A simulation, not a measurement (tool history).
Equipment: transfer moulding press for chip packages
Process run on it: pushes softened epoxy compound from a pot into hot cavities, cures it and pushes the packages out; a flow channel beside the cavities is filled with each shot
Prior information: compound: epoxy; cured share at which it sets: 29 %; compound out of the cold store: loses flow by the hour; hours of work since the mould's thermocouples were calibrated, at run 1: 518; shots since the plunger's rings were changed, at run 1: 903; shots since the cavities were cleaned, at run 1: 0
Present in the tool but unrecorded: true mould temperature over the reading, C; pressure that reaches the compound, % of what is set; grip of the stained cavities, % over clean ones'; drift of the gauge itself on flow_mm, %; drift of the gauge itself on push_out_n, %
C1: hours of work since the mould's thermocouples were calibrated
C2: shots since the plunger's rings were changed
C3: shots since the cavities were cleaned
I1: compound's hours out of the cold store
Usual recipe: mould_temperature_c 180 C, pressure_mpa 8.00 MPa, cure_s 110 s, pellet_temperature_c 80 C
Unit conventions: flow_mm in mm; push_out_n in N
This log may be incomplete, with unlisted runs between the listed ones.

Run 1, day 0.000: usual settings; C1 518; C2 903; C3 0; I1 22.7. Result: flow_mm 914 mm, push_out_n 435 N.
Run 2, day 1.433: usual settings; C1 540; C2 1298; C3 395; I1 39.3. Result: flow_mm 847 mm, push_out_n 667 N.
Run 3, day 2.317: usual settings; C1 554; C2 1541; C3 638; I1 34.3. Result: flow_mm 868 mm, push_out_n 732 N.
At day 2.812: mould's thermocouples calibrated.
Run 4, day 3.458: usual settings; C1 10; C2 1833; C3 930; I1 27.6. Result: flow_mm 890 mm, push_out_n 746 N.
At day 4.296: cavities cleaned with cleaning compound and waxed.
Run 5, day 4.871: usual settings; C1 31; C2 2206; C3 159; I1 26.6. Result: flow_mm 890 mm, push_out_n 547 N.
Run 6, day 6.025: usual settings but pellet_temperature_c 74 C; C1 49; C2 2523; C3 476; I1 14.5. Result: flow_mm 934 mm, push_out_n 720 N.
Run 7, day 8.008: usual settings but pellet_temperature_c 74 C; C1 80; C2 3070; C3 1023; I1 17.6. Result: flow_mm 916 mm, push_out_n 803 N.
At day 8.442: cavities cleaned with cleaning compound and waxed.
Run 8, day 9.771: usual settings but mould_temperature_c 178 C; C1 106; C2 3539; C3 367; I1 42.1. Result: flow_mm 829 mm, push_out_n 693 N.
Run 9, day 11.317: usual settings but mould_temperature_c 183 C; C1 130; C2 3965; C3 793; I1 17.8. Result: flow_mm 904 mm, push_out_n 695 N.
Run 10, day 12.488: usual settings but cure_s 125 s; C1 148; C2 4287; C3 1115; I1 46.7. Result: flow_mm 802 mm, push_out_n 672 N.
At day 12.692: cavities cleaned with cleaning compound and waxed.
Run 11, day 14.004: usual settings but cure_s 113 s; C1 171; C2 4688; C3 361; I1 21.9. Result: flow_mm 897 mm, push_out_n 628 N.
Run 12, day 16.000: usual settings but cure_s 113 s; C1 202; C2 5238; C3 911; I1 11.8. Result: flow_mm 932 mm, push_out_n 779 N.
At day 16.825: cavities cleaned with cleaning compound and waxed.
Run 13, day 17.650: usual settings; C1 227; C2 5676; C3 228; I1 18.2. Result: flow_mm 902 mm, push_out_n 609 N.
At day 18.854: plunger's sealing rings changed.
Run 14, day 19.046: usual settings; C1 247; C2 53; C3 584; I1 33.3. Result: flow_mm 873 mm, push_out_n 738 N.
Run 15, day 20.471: usual settings but pellet_temperature_c 75 C; C1 269; C2 446; C3 977; I1 30.5. Result: flow_mm 880 mm, push_out_n 763 N.
At day 21.083: cavities cleaned with cleaning compound and waxed.
Run 16, day 22.075: usual settings but pellet_temperature_c 75 C; C1 293; C2 871; C3 274; I1 19.7. Result: flow_mm 919 mm, push_out_n 611 N.
Run 17, day 23.938: usual settings but mould_temperature_c 181 C, pressure_mpa 8.06 MPa; C1 322; C2 1384; C3 787; I1 20.3. Result: flow_mm 917 mm, push_out_n 728 N.
Run 18, day 24.900: usual settings but cure_s 104 s, pellet_temperature_c 85 C; C1 337; C2 1650; C3 1053; I1 39.8. Result: flow_mm 840 mm, push_out_n 843 N.
At day 25.242: cavities cleaned with cleaning compound and waxed.
Run 19, day 26.012: usual settings but cure_s 104 s, pellet_temperature_c 85 C; C1 353; C2 1939; C3 213; I1 32.0. Result: flow_mm 867 mm, push_out_n 619 N.
Run 20, day 27.558: usual settings but pressure_mpa 8.35 MPa, cure_s 104 s, pellet_temperature_c 85 C; C1 377; C2 2364; C3 638; I1 46.9. Result: flow_mm 828 mm, push_out_n 764 N.
At day 29.358: cavities cleaned with cleaning compound and waxed.
Run 21, day 29.512: usual settings but mould_temperature_c 174 C, pressure_mpa 8.35 MPa, cure_s 149 s, pellet_temperature_c 72 C; C1 406; C2 2886; C3 42; I1 8.6. Result: flow_mm 1003 mm, push_out_n 408 N.
Run 22, day 31.246: usual settings but mould_temperature_c 179 C, pressure_mpa 6.13 MPa; C1 433; C2 3364; C3 520; I1 33.8. Result: flow_mm 749 mm, push_out_n 736 N.
Run 23, day 32.525: usual settings but mould_temperature_c 184 C, pellet_temperature_c 74 C; C1 453; C2 3717; C3 873; I1 39.2. Result: flow_mm 822 mm, push_out_n 665 N.
At day 33.500: cavities cleaned with cleaning compound and waxed.
Run 24, day 33.792: usual settings but mould_temperature_c 184 C, pellet_temperature_c 74 C; C1 472; C2 4048; C3 81; I1 31.2. Result: flow_mm 848 mm, push_out_n 439 N.
Run 25, day 35.154: usual settings but mould_temperature_c 178 C, cure_s 121 s, pellet_temperature_c 74 C; C1 493; C2 4424; C3 457; I1 37.9. Result: flow_mm 836 mm, push_out_n 655 N.
Run 26, day 37.162: usual settings but mould_temperature_c 182 C, pressure_mpa 9.43 MPa, cure_s 127 s, pellet_temperature_c 75 C; C1 524; C2 4977; C3 1010; I1 38.3. Result: flow_mm 893 mm, push_out_n 634 N.

Run 27 has not been measured yet. What should we expect?
At day 37.738: cavities cleaned with cleaning compound and waxed.
Run 27, day 39.067: usual settings but mould_temperature_c 182 C, pressure_mpa 8.16 MPa, cure_s 113 s, pellet_temperature_c 87 C; C1 553; C2 5484; C3 365; I1 34.6. Result: flow_mm ?, push_out_n ?.

For run 27 the tool returned flow_mm 840 mm, push_out_n 581 N.
Had the tool carried no hidden state, the very same run would have given flow_mm 873 mm, push_out_n 375 N.
